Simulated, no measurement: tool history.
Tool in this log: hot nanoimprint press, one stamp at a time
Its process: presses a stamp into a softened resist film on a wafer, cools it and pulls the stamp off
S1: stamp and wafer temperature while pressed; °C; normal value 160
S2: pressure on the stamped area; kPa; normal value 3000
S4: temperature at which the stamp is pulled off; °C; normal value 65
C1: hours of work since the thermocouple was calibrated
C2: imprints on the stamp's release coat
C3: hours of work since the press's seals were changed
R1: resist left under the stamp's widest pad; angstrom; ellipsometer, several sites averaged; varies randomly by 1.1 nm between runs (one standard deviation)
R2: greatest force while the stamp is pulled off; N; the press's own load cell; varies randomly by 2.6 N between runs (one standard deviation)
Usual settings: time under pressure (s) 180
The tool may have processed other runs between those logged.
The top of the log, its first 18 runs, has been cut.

Run 19, hour 845.2: usual settings but S1 172 °C, S2 2840 kPa, S4 61 °C; C1 109; C2 422; C3 553. Result: R1 1194 angstrom, R2 190 N.
Run 20, hour 891.3: usual settings but S1 172 °C, S2 2840 kPa, S4 61 °C; C1 132; C2 526; C3 576. Result: R1 1203 angstrom, R2 190 N.
Run 21, hour 940.3: usual settings but S1 151 °C, S2 3280 kPa, time under pressure (s) 109, S4 57 °C; C1 156; C2 637; C3 600. Result: R1 3467 angstrom, R2 207 N.
Run 22, hour 969.3: usual settings but S1 148 °C, S2 1890 kPa, time under pressure (s) 236, S4 55 °C; C1 170; C2 702; C3 614. Result: R1 3613 angstrom, R2 223 N.
At hour 1003.7: plate thermocouple calibrated, once more.
Run 23, hour 1010.4: usual settings but S1 148 °C, S2 1890 kPa, time under pressure (s) 236, S4 55 °C; C1 3; C2 788; C3 632. Result: R1 3524 angstrom, R2 215 N.
Run 24, hour 1048.8: usual settings but S1 167 °C, time under pressure (s) 98, S4 71 °C; C1 22; C2 874; C3 651. Result: R1 1781 angstrom, R2 158 N.
Run 25, hour 1093.0: usual settings but S2 4060 kPa, time under pressure (s) 232; C1 44; C2 974; C3 673. Result: R1 1647 angstrom, R2 182 N.
Run 26, hour 1155.4: usual settings but S2 4060 kPa, time under pressure (s) 232; C1 74; C2 1115; C3 703. Result: R1 1673 angstrom, R2 183 N.
Run 27, hour 1197.0: usual settings but S1 165 °C, S2 4790 kPa, time under pressure (s) 105, S4 61 °C; C1 94; C2 1208; C3 724. Result: R1 1583 angstrom, R2 201 N.
Run 28, hour 1257.2: usual settings but S1 158 °C, S2 3410 kPa, time under pressure (s) 126, S4 53 °C; C1 124; C2 1344; C3 753. Result: R1 2497 angstrom, R2 241 N.
Run 29, hour 1293.2: usual settings but S1 165 °C, S2 2850 kPa, time under pressure (s) 123; C1 141; C2 1425; C3 771. Result: R1 1925 angstrom, R2 192 N.
At hour 1340.4: stamp cleaned and given a new release coat.
Run 30, hour 1340.8: usual settings but S1 165 °C, S2 4170 kPa, time under pressure (s) 279; C1 162; C2 1; C3 791. Result: R1 1141 angstrom, R2 164 N.

Forecast each of these 3 alternatives for the next run:
Run A, hour 1372.2: usual settings but S1 165 °C, S2 4170 kPa, time under pressure (s) 152; C1 177; C2 72; C3 806. Result: R1 ?, R2 ?.
Run B, hour 1372.2: usual settings but S2 3290 kPa, time under pressure (s) 333, S4 62 °C; C1 177; C2 72; C3 806. Result: R1 ?, R2 ?.
Run C, hour 1372.2: usual settings but S1 165 °C, S2 2990 kPa, time under pressure (s) 184, S4 66 °C; C1 177; C2 72; C3 806. Result: R1 ?, R2 ?.

run    R1   R2
  A  1506  165
  B  1630  181
  C  1620  166
With the hidden condition removed and each run's random variation left untouched, the same runs would have given:
run    R1   R2
  A  1431  162
  B  1549  177
  C  1547  163
